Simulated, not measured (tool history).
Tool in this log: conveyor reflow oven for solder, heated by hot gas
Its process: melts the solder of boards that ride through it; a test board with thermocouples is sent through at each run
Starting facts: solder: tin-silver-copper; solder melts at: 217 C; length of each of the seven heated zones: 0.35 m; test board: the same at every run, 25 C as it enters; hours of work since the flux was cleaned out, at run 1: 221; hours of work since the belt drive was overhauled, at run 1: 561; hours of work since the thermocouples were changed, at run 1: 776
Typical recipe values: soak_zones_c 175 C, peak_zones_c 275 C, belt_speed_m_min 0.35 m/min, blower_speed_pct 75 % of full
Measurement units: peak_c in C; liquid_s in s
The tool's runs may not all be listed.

run,day,soak_zones_c,peak_zones_c,belt_speed_m_min,blower_speed_pct,hours of work since the flux was cleaned out,hours of work since the belt drive was overhauled,hours of work since the thermocouples were changed,peak_c,liquid_s
1,0,175,275,0.35,75,221,561,776,266.3,106.7
2,0.775,175,275,0.35,75,235,575,790,266.2,107.2
3,1.392,186,275,0.35,75,247,587,801,267.4,113.7
4,2.529,186,275,0.35,75,268,608,822,267.4,113.5
5,3.771,186,275,0.312,75,291,631,845,269.7,131.2
6,4.904,186,275,0.312,75,312,652,866,269.7,129.6
7,5.758,167,275,0.312,75,327,667,882,268.2,118.4
8,7.112,167,275,0.312,75,352,692,907,268.1,118
# day 7.708: thermocouples of zones 6 and 7 changed
9,7.95,167,275,0.312,75,366,706,4,266.3,117
10,8.933,167,275,0.312,75,384,724,23,265.9,117.6
11,10.092,175,275,0.35,75,406,746,44,264.2,105.5
12,10.758,175,275,0.35,75,418,758,56,264.3,105.9
13,11.412,175,275,0.35,75,430,770,68,264.1,106.1
14,12.008,175,275,0.35,75,441,781,79,264.1,105.5
15,12.667,175,275,0.35,75,453,793,91,264.2,106.1
16,13.588,167,265,0.309,57,470,810,108,253.8,105.5
# day 14.108: flux residue cleaned out of gas plates and filters
17,15.112,170,275,0.307,75,19,834,133,267.9,123.7
18,16.038,173,275,0.35,56,36,852,150,261.4,102.3
19,17.367,173,275,0.35,56,60,876,174,261.5,100.8
20,18.458,166,273,0.313,52,80,896,194,260.7,109.4
21,19.162,170,275,0.35,75,93,909,207,264.9,103.5

For some of the steps in peak_c from one run to the next: how much would appear even if the tool had no hidden state, given the settings, what came in and random variation, and how much remains for the hidden state plus any gauge scatter that the measured result and the result without hidden state don't share?
Hidden state at play: heat that the gas passes to the board, % of a clean oven's; belt's true speed, % of the reading; true gas temperature in zones 6 and 7 over the reading, C; drift of the gauge itself on peak_c, C; drift of the gauge itself on liquid_s, %.
Run 8 -> 9: thermocouples of zones 6 and 7 changed. peak_c -1.8 C: hidden state -1.8, all else +0.
Run 15 -> 16: soak_zones_c 175 -> 167, peak_zones_c 275 -> 265, belt_speed_m_min 0.35 -> 0.309, blower_speed_pct 75 -> 57. peak_c -10.4 C: hidden state +0.3, all else -10.7.
Run 16 -> 17: soak_zones_c 167 -> 170, peak_zones_c 265 -> 275, belt_speed_m_min 0.309 -> 0.307, blower_speed_pct 57 -> 75, flux residue cleaned out of gas plates and filters. peak_c +14.1 C: hidden state +1, all else +13.1.
